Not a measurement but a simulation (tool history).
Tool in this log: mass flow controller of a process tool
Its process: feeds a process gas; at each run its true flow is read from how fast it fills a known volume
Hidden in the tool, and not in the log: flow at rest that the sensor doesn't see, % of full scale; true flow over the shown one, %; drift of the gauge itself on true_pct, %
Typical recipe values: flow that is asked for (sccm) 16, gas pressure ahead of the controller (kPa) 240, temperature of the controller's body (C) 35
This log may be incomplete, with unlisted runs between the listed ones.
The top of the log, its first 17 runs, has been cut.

run,hour,flow that is asked for (sccm),gas pressure ahead of the controller (kPa),temperature of the controller's body (C),hours of work since the controller was set to zero,hours of work since the controller was changed,true flow (%)
18,3458,11,240,35,4111,4111,103.22
19,3602.9,3,200,37,4168,4168,108.15
# hour 3753.4: controller's zero set anew
20,3804,3,200,37,20,4247,110.79
21,4079.6,18,145,28,128,4355,102.83
22,4258.3,18,145,28,198,4425,102.96
23,4425.4,18,145,28,264,4491,102.93
24,4617.7,10,233,27,340,4566,104
25,4812.5,10,233,27,416,4643,104.17
26,4930.5,10,146,27,463,4689,103.63
# hour 4979.1: controller's zero set anew, once more
27,5047.7,10,146,21,27,4735,100.09
28,5266.5,16,218,38,113,4821,101.82
29,5477.9,8,245,26,196,4904,100.82
30,5739.3,16,151,34,299,5007,101.31
31,5935.7,5,183,30,376,5084,100.55
32,6121.1,5,153,35,449,5157,100.79
33,6377.8,3,253,21,550,5258,101.13
34,6556.5,3,253,21,620,5328,101.33
35,6705,2,240,31,678,5386,102.26

Alternative continuations, all from the tool just after run 35; predict every row:
A,6837.3,2,239,23,730,5438,?
B,6837.3,8,251,24,730,5438,?
C,6837.3,4,240,26,730,5438,?

run,true flow (%)
A,102.05
B,101.28
C,101.34
With no hidden state in the tool, these same runs would have given:
run,true flow (%)
A,98.13
B,98.97
C,98.49
